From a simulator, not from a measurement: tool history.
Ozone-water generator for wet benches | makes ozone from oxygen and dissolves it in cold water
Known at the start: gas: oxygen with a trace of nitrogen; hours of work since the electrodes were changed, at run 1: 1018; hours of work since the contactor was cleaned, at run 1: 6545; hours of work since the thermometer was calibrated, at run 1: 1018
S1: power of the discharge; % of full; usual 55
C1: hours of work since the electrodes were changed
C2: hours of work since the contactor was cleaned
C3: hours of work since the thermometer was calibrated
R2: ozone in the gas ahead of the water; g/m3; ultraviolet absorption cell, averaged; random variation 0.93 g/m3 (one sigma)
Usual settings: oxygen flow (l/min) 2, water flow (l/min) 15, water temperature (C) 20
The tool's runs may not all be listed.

Run 1, hour 0: usual settings; C1 1018; C2 6545; C3 1018. Result: dissolved ozone (ppm) 8.9, R2 156.5 g/m3.
Run 2, hour 18.8: usual settings but S1 92 % of full; C1 1031; C2 6558; C3 1031. Result: dissolved ozone (ppm) 11.9, R2 211.3 g/m3.
Run 3, hour 56.3: usual settings but S1 92 % of full, oxygen flow (l/min) 2.12; C1 1056; C2 6583; C3 1056. Result: dissolved ozone (ppm) 12, R2 205.3 g/m3.
Run 4, hour 74.3: usual settings but water flow (l/min) 20; C1 1068; C2 6595; C3 1068. Result: dissolved ozone (ppm) 6.4, R2 157.7 g/m3.
Run 5, hour 112.8: usual settings but water flow (l/min) 20; C1 1094; C2 6621; C3 1094. Result: dissolved ozone (ppm) 6.5, R2 156.4 g/m3.
Run 6, hour 134.3: usual settings but water flow (l/min) 20; C1 1108; C2 6635; C3 1108. Result: dissolved ozone (ppm) 6.2, R2 157.6 g/m3.
Run 7, hour 167.2: usual settings but water flow (l/min) 20; C1 1130; C2 6657; C3 1130. Result: dissolved ozone (ppm) 6.3, R2 155.9 g/m3.
Run 8, hour 208.3: usual settings but water flow (l/min) 20; C1 1158; C2 6685; C3 1158. Result: dissolved ozone (ppm) 6.5, R2 155.8 g/m3.
Run 9, hour 238.2: usual settings but water flow (l/min) 20; C1 1178; C2 6705; C3 1178. Result: dissolved ozone (ppm) 6.3, R2 158.1 g/m3.
Run 10, hour 270.1: usual settings but water flow (l/min) 20; C1 1199; C2 6726; C3 1199. Result: dissolved ozone (ppm) 6.5, R2 157.9 g/m3.
Run 11, hour 306.7: usual settings but water flow (l/min) 20; C1 1224; C2 6751; C3 1224. Result: dissolved ozone (ppm) 6.4, R2 156.3 g/m3.
Run 12, hour 347.4: usual settings but water flow (l/min) 20; C1 1251; C2 6778; C3 1251. Result: dissolved ozone (ppm) 6.2, R2 156.2 g/m3.
Run 13, hour 380.5: usual settings but water flow (l/min) 20; C1 1274; C2 6801; C3 1274. Result: dissolved ozone (ppm) 6.3, R2 158.2 g/m3.
Run 14, hour 415.8: usual settings but water flow (l/min) 20; C1 1297; C2 6824; C3 1297. Result: dissolved ozone (ppm) 6.3, R2 157.2 g/m3.
Run 15, hour 458.4: usual settings but S1 67 % of full; C1 1326; C2 6853; C3 1326. Result: dissolved ozone (ppm) 9.7, R2 176.7 g/m3.
Run 16, hour 483: usual settings; C1 1342; C2 6870; C3 1342. Result: dissolved ozone (ppm) 8.8, R2 156.9 g/m3.
Run 17, hour 524: usual settings; C1 1370; C2 6897; C3 1370. Result: dissolved ozone (ppm) 8.7, R2 155.1 g/m3.
Run 18, hour 554.2: usual settings but S1 70 % of full, oxygen flow (l/min) 1.16; C1 1390; C2 6917; C3 1390. Result: dissolved ozone (ppm) 8.4, R2 221.4 g/m3.
Run 19, hour 594.8: usual settings but S1 99 % of full, oxygen flow (l/min) 1.52, water flow (l/min) 10, water temperature (C) 13; C1 1418; C2 6945; C3 1418. Result: dissolved ozone (ppm) 18.8, R2 244.2 g/m3.
Run 20, hour 614.6: usual settings but S1 99 % of full, oxygen flow (l/min) 1.52, water flow (l/min) 10, water temperature (C) 13; C1 1431; C2 6958; C3 1431. Result: dissolved ozone (ppm) 18.9, R2 244.9 g/m3.
Run 21, hour 655.6: usual settings but S1 79 % of full, oxygen flow (l/min) 1.38; C1 1458; C2 6985; C3 1458. Result: dissolved ozone (ppm) 9.5, R2 221.6 g/m3.
Run 22, hour 695.8: usual settings but S1 56 % of full, oxygen flow (l/min) 1.38, water flow (l/min) 11, water temperature (C) 19; C1 1485; C2 7012; C3 1485. Result: dissolved ozone (ppm) 11.3, R2 182.7 g/m3.
Run 23, hour 737.5: usual settings but S1 58 % of full, water flow (l/min) 14; C1 1513; C2 7041; C3 1513. Result: dissolved ozone (ppm) 9.8, R2 162 g/m3.
Run 24, hour 780.9: usual settings but S1 58 % of full, water flow (l/min) 14; C1 1543; C2 7070; C3 1543. Result: dissolved ozone (ppm) 9.7, R2 162.4 g/m3.
Run 25, hour 805.6: usual settings but S1 53 % of full, oxygen flow (l/min) 1.09, water flow (l/min) 9, water temperature (C) 19; C1 1559; C2 7086; C3 1559. Result: dissolved ozone (ppm) 12.7, R2 192.4 g/m3.
Run 26, hour 840: usual settings but S1 53 % of full, oxygen flow (l/min) 1.09, water flow (l/min) 9, water temperature (C) 17; C1 1582; C2 7109; C3 1582. Result: dissolved ozone (ppm) 12.8, R2 193.5 g/m3.
Run 27, hour 878.3: usual settings but S1 61 % of full; C1 1608; C2 7135; C3 1608. Result: dissolved ozone (ppm) 9.3, R2 165.4 g/m3.
Run 28, hour 914.1: usual settings but S1 42 % of full; C1 1632; C2 7159; C3 1632. Result: dissolved ozone (ppm) 7.5, R2 133.2 g/m3.
Run 29, hour 945.5: usual settings but S1 42 % of full, water flow (l/min) 13; C1 1653; C2 7180; C3 1653. Result: dissolved ozone (ppm) 8.8, R2 134.2 g/m3.
Run 30, hour 965.5: usual settings but water flow (l/min) 20, water temperature (C) 22; C1 1667; C2 7194; C3 1667. Result: dissolved ozone (ppm) 6.1, R2 155.8 g/m3.
Run 31, hour 997.3: usual settings but water temperature (C) 17; C1 1688; C2 7215; C3 1688. Result: dissolved ozone (ppm) 9.2, R2 157.1 g/m3.
Run 32, hour 1021.7: usual settings but oxygen flow (l/min) 2.46, water temperature (C) 17; C1 1704; C2 7231; C3 1704. Result: dissolved ozone (ppm) 9.7, R2 144.1 g/m3.
Run 33, hour 1041.7: usual settings but S1 41 % of full, oxygen flow (l/min) 2.46, water temperature (C) 17; C1 1718; C2 7245; C3 1718. Result: dissolved ozone (ppm) 8.3, R2 121.5 g/m3.
Run 34, hour 1065.9: usual settings but oxygen flow (l/min) 1.37; C1 1734; C2 7261; C3 1734. Result: dissolved ozone (ppm) 7.8, R2 182.5 g/m3.

3 ways to go on from here, each from the tool as it stands after run 34. What would each give?
Run A, hour 1099.6: usual settings but S1 49 % of full, oxygen flow (l/min) 2.75; C1 1757; C2 7284; C3 1757. Result: dissolved ozone (ppm) ?, R2 ?.
Run B, hour 1099.6: usual settings but water flow (l/min) 17, water temperature (C) 14; C1 1757; C2 7284; C3 1757. Result: dissolved ozone (ppm) ?, R2 ?.
Run C, hour 1099.6: usual settings but S1 70 % of full, water flow (l/min) 11; C1 1757; C2 7284; C3 1757. Result: dissolved ozone (ppm) ?, R2 ?.

run  dissolved ozone (ppm)     R2
  A                    9.1  129.2
  B                    8.2  154.6
  C                   13.9  180.9
Without the tool's hidden state the same runs would have given:
run  dissolved ozone (ppm)     R2
  A                    9.1  129.3
  B                    8.2  154.7
  C                   13.9    181
